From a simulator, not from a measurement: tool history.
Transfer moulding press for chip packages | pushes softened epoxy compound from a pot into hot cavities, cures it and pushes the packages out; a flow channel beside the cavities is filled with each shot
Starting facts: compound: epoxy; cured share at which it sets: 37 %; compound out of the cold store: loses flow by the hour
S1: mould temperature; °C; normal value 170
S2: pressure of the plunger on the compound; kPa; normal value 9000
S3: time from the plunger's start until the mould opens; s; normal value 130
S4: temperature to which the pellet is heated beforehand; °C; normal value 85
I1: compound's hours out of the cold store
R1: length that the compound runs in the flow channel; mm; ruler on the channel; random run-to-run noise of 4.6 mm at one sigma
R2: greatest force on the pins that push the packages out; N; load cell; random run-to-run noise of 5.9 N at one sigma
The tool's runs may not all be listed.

run	hour	S1	S2	S3	S4	I1	R1	R2
1	0	170	9000	130	85	37	708	299
2	20.3	170	9000	161	85	36.7	711	292
# hour 60.3: cavities cleaned with cleaning compound and waxed
3	62	170	9000	161	85	28.4	730	361
4	82.8	170	9000	161	85	40.1	698	359
5	115.1	170	9000	161	85	11.8	789	359
6	148.8	170	9000	130	85	36.8	708	363
# hour 191: cavities cleaned with cleaning compound and waxed, once more
7	191.7	170	9000	130	85	36.3	702	216
8	230.4	170	9000	134	85	23	744	256
9	269.5	170	7840	130	85	14.9	712	291
10	306	170	7840	130	85	10.9	723	315
11	352.3	170	7860	169	85	44.1	630	299
# hour 361.7: cavities cleaned with cleaning compound and waxed
12	395.5	170	7860	169	85	10.8	717	230
13	438.2	170	7860	169	85	10.7	716	257
14	471.5	170	7860	169	85	47.3	611	284
15	517.4	164	8650	159	85	13.5	766	331
# hour 532: cavities cleaned with cleaning compound and waxed
16	541.8	164	8650	159	85	42.7	678	229
17	590.1	170	7340	169	85	35.7	616	244
18	630.2	170	10070	169	80	33	734	274
19	658.7	170	10070	169	80	44.3	694	277
20	684.1	170	10070	169	89	10	811	297

Consider 4 possible next runs. They are alternatives, not a sequence: every one starts from the tool as it was left by run 20. What does each give?
# hour 702.5: cavities cleaned with cleaning compound and waxed
A	705.6	174	9000	139	90	44.5	?	?
# hour 702.5: cavities cleaned with cleaning compound and waxed
B	705.6	170	10070	169	77	19	?	?
# hour 702.5: cavities cleaned with cleaning compound and waxed
C	705.6	171	9000	144	85	8.6	?	?
# hour 702.5: cavities cleaned with cleaning compound and waxed
D	705.6	170	10800	130	85	8.6	?	?

run	R1	R2
A	649	201
B	772	206
C	752	208
D	833	218
Without the tool's hidden state the same runs would have given:
run	R1	R2
A	679	196
B	809	201
C	788	204
D	873	218

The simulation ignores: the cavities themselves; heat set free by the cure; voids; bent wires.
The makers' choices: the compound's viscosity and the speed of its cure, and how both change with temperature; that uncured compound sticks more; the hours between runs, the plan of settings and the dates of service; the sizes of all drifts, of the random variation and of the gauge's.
